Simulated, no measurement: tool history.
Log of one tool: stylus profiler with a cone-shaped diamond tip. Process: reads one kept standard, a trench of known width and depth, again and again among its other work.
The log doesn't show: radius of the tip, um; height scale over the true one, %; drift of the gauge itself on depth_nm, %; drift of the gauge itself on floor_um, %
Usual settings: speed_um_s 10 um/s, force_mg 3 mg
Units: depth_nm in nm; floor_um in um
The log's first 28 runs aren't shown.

run,hour,speed_um_s,force_mg,scans with this tip,hours of work since the height scale was calibrated,depth_nm,floor_um
29,664.9,5,3,367,57,503.64,96.9
30,694.9,24,3,472,73,503.74,96.8
31,721.1,2,7.37,564,87,506.78,96.87
32,741.1,2,7.37,634,98,506.75,96.86
33,767.4,11,2.06,726,112,503.05,96.72
34,797.6,11,2.73,832,129,503.55,96.83
35,820.6,2,5.54,913,141,505.63,96.64
36,836.5,2,5.54,968,150,505.66,96.73
37,855.8,3,3.01,1036,160,503.88,96.7

Forecast run 38:
38,873.3,3,3.01,1098,170,?,?

Run 38 gave depth_nm 503.89 nm, floor_um 96.68 um.
Without the tool's hidden state the same run would have given depth_nm 503.63 nm, floor_um 96.98 um.
